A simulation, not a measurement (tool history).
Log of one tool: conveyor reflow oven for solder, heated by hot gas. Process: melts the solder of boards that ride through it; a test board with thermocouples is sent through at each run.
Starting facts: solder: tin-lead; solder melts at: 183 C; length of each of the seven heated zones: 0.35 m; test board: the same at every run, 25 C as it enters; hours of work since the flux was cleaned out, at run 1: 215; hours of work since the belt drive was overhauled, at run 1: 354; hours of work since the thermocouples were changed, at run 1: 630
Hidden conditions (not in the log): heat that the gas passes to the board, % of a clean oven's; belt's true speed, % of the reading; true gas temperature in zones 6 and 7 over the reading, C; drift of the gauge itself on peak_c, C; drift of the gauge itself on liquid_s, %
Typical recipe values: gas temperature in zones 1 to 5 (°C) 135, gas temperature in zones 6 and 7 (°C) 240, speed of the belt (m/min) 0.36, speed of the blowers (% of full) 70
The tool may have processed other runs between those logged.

| run | hour | gas temperature in zones 1 to 5 (°C) | gas temperature in zones 6 and 7 (°C) | speed of the belt (m/min) | speed of the blowers (% of full) | hours of work since the flux was cleaned out | hours of work since the belt drive was overhauled | hours of work since the thermocouples were changed | highest temperature of the board (°C) | time above the solder's melting point (s) |
|---|---|---|---|---|---|---|---|---|---|---|
| 1 | 0 | 135 | 240 | 0.36 | 70 | 215 | 354 | 630 | 220.2 | 89 |
| 2 | 24.8 | 135 | 240 | 0.408 | 70 | 230 | 369 | 645 | 215.4 | 72.9 |
| 3 | 69.1 | 135 | 240 | 0.408 | 70 | 256 | 395 | 671 | 214.8 | 72.2 |
| 4 | 97.8 | 135 | 240 | 0.36 | 70 | 273 | 412 | 688 | 219.3 | 87.6 |
| 5 | 142.2 | 135 | 240 | 0.36 | 70 | 300 | 439 | 715 | 218.9 | 87.6 |
|  | 180 | flux residue cleaned out of gas plates and filters |
| 6 | 204.4 | 135 | 240 | 0.393 | 70 | 15 | 473 | 749 | 218.9 | 80.8 |
| 7 | 248.2 | 135 | 240 | 0.393 | 70 | 41 | 499 | 775 | 218.7 | 80.9 |
| 8 | 298.5 | 135 | 240 | 0.393 | 70 | 70 | 529 | 805 | 217.8 | 79.9 |
| 9 | 349.6 | 129 | 240 | 0.393 | 70 | 101 | 559 | 835 | 217.5 | 75.2 |
| 10 | 407 | 129 | 240 | 0.393 | 70 | 135 | 593 | 869 | 215.9 | 74.6 |
| 11 | 455.5 | 129 | 240 | 0.393 | 70 | 164 | 622 | 898 | 215.8 | 73.7 |
| 12 | 503.2 | 135 | 240 | 0.36 | 52 | 192 | 650 | 926 | 215.9 | 84.9 |
| 13 | 552.4 | 135 | 240 | 0.36 | 52 | 221 | 679 | 956 | 216.5 | 84.1 |
| 14 | 577.4 | 135 | 240 | 0.36 | 52 | 236 | 694 | 970 | 215.4 | 83.6 |
| 15 | 616.5 | 135 | 240 | 0.36 | 52 | 259 | 718 | 994 | 215.1 | 83.2 |
| 16 | 662.3 | 145 | 245 | 0.291 | 52 | 287 | 745 | 1021 | 228.1 | 128.5 |
| 17 | 689.2 | 143 | 232 | 0.391 | 77 | 303 | 761 | 1037 | 211.5 | 75.4 |
|  | 722.1 | flux residue cleaned out of gas plates and filters |
| 18 | 745.5 | 143 | 232 | 0.391 | 77 | 14 | 791 | 1067 | 214.5 | 80.7 |
| 19 | 776 | 136 | 232 | 0.391 | 77 | 32 | 809 | 1086 | 213 | 75.2 |
| 20 | 830.2 | 140 | 240 | 0.419 | 50 | 64 | 842 | 1118 | 212.4 | 68 |
| 21 | 868.5 | 140 | 240 | 0.419 | 50 | 87 | 864 | 1140 | 211.8 | 68.5 |
| 22 | 923.6 | 140 | 240 | 0.419 | 50 | 120 | 897 | 1173 | 211.2 | 67.9 |
|  | 962.8 | thermocouples of zones 6 and 7 changed |
| 23 | 979.4 | 135 | 231 | 0.36 | 80 | 152 | 929 | 10 | 215.7 | 86.1 |
| 24 | 1028.8 | 135 | 231 | 0.36 | 80 | 181 | 958 | 39 | 216.6 | 86.4 |
| 25 | 1064.3 | 135 | 248 | 0.36 | 64 | 202 | 980 | 60 | 228.7 | 97.3 |
| 26 | 1117.3 | 135 | 248 | 0.36 | 64 | 234 | 1011 | 92 | 228 | 97.7 |
| 27 | 1167.6 | 149 | 228 | 0.348 | 61 | 263 | 1041 | 122 | 213.6 | 92.6 |
| 28 | 1217.4 | 135 | 237 | 0.323 | 61 | 293 | 1070 | 151 | 221.1 | 101.9 |
| 29 | 1243.5 | 135 | 237 | 0.323 | 61 | 309 | 1086 | 167 | 220 | 101.6 |
|  | 1267.3 | flux residue cleaned out of gas plates and filters |
| 30 | 1282.4 | 138 | 237 | 0.368 | 78 | 9 | 1106 | 187 | 221.8 | 92.6 |

4 ways to go on from here, each from the tool as it stands after run 30. What would each give?
| A | 1327.9 | 136 | 237 | 0.368 | 78 | 36 | 1133 | 214 | ? | ? |
| B | 1327.9 | 138 | 237 | 0.368 | 56 | 36 | 1133 | 214 | ? | ? |
| C | 1327.9 | 135 | 243 | 0.334 | 70 | 36 | 1133 | 214 | ? | ? |
| D | 1327.9 | 135 | 237 | 0.368 | 78 | 36 | 1133 | 214 | ? | ? |

| run | highest temperature of the board (°C) | time above the solder's melting point (s) |
|---|---|---|
| A | 221.6 | 90.5 |
| B | 217.2 | 86.6 |
| C | 227.4 | 106.9 |
| D | 222.1 | 90.8 |
Without the tool's unlogged condition, the same runs would have read:
| run | highest temperature of the board (°C) | time above the solder's melting point (s) |
|---|---|---|
| A | 222.2 | 89.9 |
| B | 217.7 | 86 |
| C | 228 | 106 |
| D | 222.6 | 90.1 |
